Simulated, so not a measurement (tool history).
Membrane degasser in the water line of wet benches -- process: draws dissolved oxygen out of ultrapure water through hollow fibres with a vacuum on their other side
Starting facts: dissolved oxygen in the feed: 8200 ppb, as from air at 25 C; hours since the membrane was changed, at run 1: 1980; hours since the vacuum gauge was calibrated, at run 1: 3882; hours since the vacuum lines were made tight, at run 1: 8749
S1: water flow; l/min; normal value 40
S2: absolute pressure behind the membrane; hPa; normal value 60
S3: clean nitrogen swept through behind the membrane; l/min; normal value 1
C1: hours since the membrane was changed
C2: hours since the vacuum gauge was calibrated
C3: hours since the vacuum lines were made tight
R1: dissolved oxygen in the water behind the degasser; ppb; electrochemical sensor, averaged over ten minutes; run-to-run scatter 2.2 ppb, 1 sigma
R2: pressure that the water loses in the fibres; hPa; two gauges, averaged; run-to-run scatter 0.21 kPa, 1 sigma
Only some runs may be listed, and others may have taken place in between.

run 1 hour=0 | S1=40 S2=60 S3=1 | C1=1980 C2=3882 C3=8749 | R1=220.5 R2=491.2
run 2 hour=33.5 | S1=40 S2=60 S3=1 | C1=2014 C2=3916 C3=8783 | R1=220.9 R2=491.5
run 3 hour=104.4 | S1=40 S2=60 S3=1 | C1=2084 C2=3987 C3=8854 | R1=223.9 R2=491.4
run 4 hour=146.1 | S1=40 S2=60 S3=1.5 | C1=2126 C2=4028 C3=8895 | R1=164.1 R2=492.5
run 5 hour=195.5 | S1=40 S2=60 S3=1 | C1=2176 C2=4078 C3=8945 | R1=224.2 R2=498
run 6 hour=247.1 | S1=40 S2=60 S3=1.09 | C1=2227 C2=4129 C3=8996 | R1=208.9 R2=496.3
run 7 hour=303.9 | S1=40 S2=60 S3=1.09 | C1=2284 C2=4186 C3=9053 | R1=209.2 R2=495.3
run 8 hour=351.6 | S1=40 S2=60 S3=2.94 | C1=2332 C2=4234 C3=9101 | R1=90.6 R2=495.4
run 9 hour=393.5 | S1=40 S2=60 S3=2.94 | C1=2374 C2=4276 C3=9143 | R1=90.4 R2=497.5
run 10 hour=454.1 | S1=40 S2=60 S3=2.94 | C1=2434 C2=4336 C3=9203 | R1=92.3 R2=502
run 11 hour=511.9 | S1=43 S2=60 S3=1 | C1=2492 C2=4394 C3=9261 | R1=236 R2=540.1
run 12 hour=568.2 | S1=43 S2=60 S3=1 | C1=2548 C2=4450 C3=9317 | R1=236.9 R2=534.4
-- hour=614.2 gauge calibrated
run 13 hour=627.1 | S1=40 S2=60 S3=0.58 | C1=2607 C2=4509 C3=9376 | R1=329.2 R2=490.5
run 14 hour=673.5 | S1=51 S2=83.9 S3=1 | C1=2654 C2=4556 C3=9423 | R1=495 R2=626.8
run 15 hour=721.3 | S1=51 S2=83.9 S3=1 | C1=2701 C2=4604 C3=9471 | R1=487.8 R2=623
run 16 hour=788.8 | S1=51 S2=52.3 S3=1 | C1=2769 C2=4671 C3=9538 | R1=203.1 R2=628.2
run 17 hour=849.4 | S1=51 S2=52.3 S3=1 | C1=2830 C2=4732 C3=9599 | R1=205.2 R2=629
run 18 hour=899.2 | S1=46 S2=52.5 S3=1.76 | C1=2879 C2=4781 C3=9648 | R1=120 R2=569
run 19 hour=969.3 | S1=48 S2=52.5 S3=0.51 | C1=2949 C2=4852 C3=9719 | R1=306.7 R2=597.6
run 20 hour=1036.8 | S1=48 S2=52.5 S3=0.51 | C1=3017 C2=4919 C3=9786 | R1=304.7 R2=605.8
run 21 hour=1102.6 | S1=64 S2=126.9 S3=1.89 | C1=3083 C2=4985 C3=9852 | R1=653 R2=800.3
run 22 hour=1166.9 | S1=30 S2=60 S3=2.86 | C1=3147 C2=5049 C3=9916 | R1=68.4 R2=371.9
run 23 hour=1223.1 | S1=53 S2=60 S3=2.86 | C1=3203 C2=5105 C3=9972 | R1=129.1 R2=666.4
run 24 hour=1276.7 | S1=34 S2=111.3 S3=2.94 | C1=3257 C2=5159 C3=10026 | R1=212.4 R2=432.5
run 25 hour=1311.5 | S1=34 S2=111.3 S3=2.94 | C1=3292 C2=5194 C3=10061 | R1=210.5 R2=429.9
run 26 hour=1350 | S1=30 S2=46.3 S3=1.27 | C1=3330 C2=5232 C3=10099 | R1=73.8 R2=380.5

Hidden state at the last listed run before each entry between runs and at the first one after, where it differs:
Logged between run 12 and run 13: gauge calibrated (hour 614.2)
  drift of the gauge itself on loss_of_pressure_kpa, %: 2.71 -> 0.06
  measured less the result without the state, R2: +14.2 -> +0.4 hPa

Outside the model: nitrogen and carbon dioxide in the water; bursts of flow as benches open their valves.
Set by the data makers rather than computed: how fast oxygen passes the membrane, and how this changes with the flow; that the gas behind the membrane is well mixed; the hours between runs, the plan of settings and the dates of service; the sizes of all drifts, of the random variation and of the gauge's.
